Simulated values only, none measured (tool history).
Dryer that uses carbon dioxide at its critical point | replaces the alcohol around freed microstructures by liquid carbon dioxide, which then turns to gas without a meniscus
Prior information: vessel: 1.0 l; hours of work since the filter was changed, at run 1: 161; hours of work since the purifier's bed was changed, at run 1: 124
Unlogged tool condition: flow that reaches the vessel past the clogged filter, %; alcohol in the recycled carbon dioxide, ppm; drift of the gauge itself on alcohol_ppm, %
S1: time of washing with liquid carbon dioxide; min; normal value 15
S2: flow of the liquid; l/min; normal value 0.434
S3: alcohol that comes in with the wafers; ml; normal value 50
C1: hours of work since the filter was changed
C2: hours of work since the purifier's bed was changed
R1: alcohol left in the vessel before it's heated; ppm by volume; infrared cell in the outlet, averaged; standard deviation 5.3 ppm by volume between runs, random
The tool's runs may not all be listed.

run,hour,S1,S2,S3,C1,C2,R1
1,0,15,0.434,50,161,124,172
2,6.6,15,0.434,50,167,130,176
3,11,11,0.434,50,170,133,768
4,18.7,15,0.434,50,176,139,180
5,23.8,15,0.434,50,180,143,183
6,30.2,15,0.434,50,185,148,176
7,36.8,15,0.434,50,190,153,185
8,41.5,15,0.434,50,194,157,187
9,49.2,15,0.549,30,200,163,35
10,58.8,15,0.434,25,207,170,104
11,67.1,11,0.434,25,214,177,404
12,76.5,10,0.378,50,221,184,1971
13,82.6,15,0.434,117,226,189,428
14,88.8,11,0.574,26,231,194,121

Forecast run 15:
15,97.2,14,0.398,32,237,200,?

Run 15 yielded R1 287 ppm by volume.
Were there no unlogged condition in the tool, this run, its random variation unchanged, would have produced R1 169 ppm by volume.
